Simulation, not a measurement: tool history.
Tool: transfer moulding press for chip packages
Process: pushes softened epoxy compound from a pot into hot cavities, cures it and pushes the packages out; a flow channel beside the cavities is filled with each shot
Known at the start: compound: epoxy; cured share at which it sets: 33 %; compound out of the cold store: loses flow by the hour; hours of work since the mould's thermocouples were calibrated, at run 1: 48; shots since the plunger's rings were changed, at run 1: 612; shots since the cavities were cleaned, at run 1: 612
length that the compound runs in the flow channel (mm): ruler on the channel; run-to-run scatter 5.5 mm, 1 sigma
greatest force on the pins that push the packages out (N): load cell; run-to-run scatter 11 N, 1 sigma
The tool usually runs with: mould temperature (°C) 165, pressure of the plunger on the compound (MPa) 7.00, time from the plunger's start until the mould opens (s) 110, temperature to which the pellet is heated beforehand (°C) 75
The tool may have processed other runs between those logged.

| run | hour | mould temperature (°C) | pressure of the plunger on the compound (MPa) | time from the plunger's start until the mould opens (s) | temperature to which the pellet is heated beforehand (°C) | hours of work since the mould's thermocouples were calibrated | shots since the plunger's rings were changed | shots since the cavities were cleaned | incoming compound's hours out of the cold store | length that the compound runs in the flow channel (mm) | greatest force on the pins that push the packages out (N) |
|---|---|---|---|---|---|---|---|---|---|---|---|
| 1 | 0.0 | 165 | 7.00 | 110 | 75 | 48 | 612 | 612 | 10.5 | 783 | 967 |
|  | 41.7 | cavities cleaned with cleaning compound and waxed |
| 2 | 49.2 | 165 | 7.00 | 110 | 75 | 75 | 1090 | 75 | 28.0 | 709 | 567 |
| 3 | 94.7 | 165 | 7.00 | 110 | 75 | 101 | 1546 | 531 | 27.3 | 704 | 873 |
| 4 | 139.5 | 165 | 7.01 | 110 | 75 | 126 | 1996 | 981 | 18.5 | 740 | 997 |
|  | 143.6 | cavities cleaned with cleaning compound and waxed |
| 5 | 179.1 | 164 | 7.00 | 110 | 75 | 147 | 2378 | 356 | 38.3 | 675 | 810 |
| 6 | 220.8 | 164 | 7.00 | 110 | 75 | 171 | 2796 | 774 | 14.5 | 748 | 1067 |
|  | 245.3 | cavities cleaned with cleaning compound and waxed |
| 7 | 260.5 | 165 | 6.23 | 110 | 75 | 192 | 3180 | 153 | 38.5 | 614 | 636 |
| 8 | 314.0 | 165 | 6.23 | 110 | 75 | 222 | 3715 | 688 | 9.3 | 704 | 987 |
|  | 345.6 | cavities cleaned with cleaning compound and waxed |
| 9 | 346.8 | 165 | 7.00 | 110 | 75 | 240 | 4029 | 11 | 17.4 | 718 | 523 |
| 10 | 397.6 | 165 | 7.00 | 110 | 75 | 268 | 4539 | 521 | 47.7 | 619 | 848 |
|  | 447.7 | cavities cleaned with cleaning compound and waxed |
| 11 | 447.7 | 165 | 7.00 | 110 | 75 | 295 | 5026 | 0 | 38.6 | 640 | 519 |
| 12 | 483.6 | 165 | 7.00 | 110 | 69 | 316 | 5386 | 360 | 23.5 | 690 | 807 |
| 13 | 513.1 | 165 | 7.00 | 110 | 75 | 332 | 5683 | 657 | 28.0 | 663 | 901 |
|  | 544.9 | plunger's sealing rings changed |
|  | 554.6 | cavities cleaned with cleaning compound and waxed |
| 14 | 564.2 | 165 | 7.00 | 110 | 75 | 359 | 179 | 97 | 22.8 | 731 | 606 |
| 15 | 593.9 | 164 | 7.00 | 109 | 68 | 375 | 477 | 395 | 46.7 | 662 | 848 |
| 16 | 638.2 | 165 | 7.00 | 103 | 81 | 400 | 921 | 839 | 22.0 | 745 | 1101 |
|  | 657.4 | cavities cleaned with cleaning compound and waxed |
| 17 | 690.5 | 163 | 6.94 | 103 | 72 | 429 | 1430 | 331 | 44.2 | 670 | 932 |
| 18 | 739.6 | 166 | 6.37 | 110 | 69 | 456 | 1923 | 824 | 45.2 | 617 | 946 |
|  | 761.3 | cavities cleaned with cleaning compound and waxed |
| 19 | 780.1 | 165 | 5.22 | 110 | 75 | 478 | 2314 | 189 | 42.0 | 571 | 662 |
|  | 786.5 | mould's thermocouples calibrated |
| 20 | 813.0 | 171 | 6.17 | 118 | 68 | 15 | 2623 | 498 | 39.0 | 608 | 709 |

Run 21 has not been measured yet. What should we expect?
| 21 | 846.0 | 171 | 6.17 | 118 | 68 | 33 | 2954 | 829 | 41.3 | ? | ? |

{"run 21": {"length that the compound runs in the flow channel (mm)": 594, "greatest force on the pins that push the packages out (N)": 823}}
With the hidden condition absent and the run-to-run variation left alone, this run would have shown length that the compound runs in the flow channel (mm) 617, greatest force on the pins that push the packages out (N) 428.
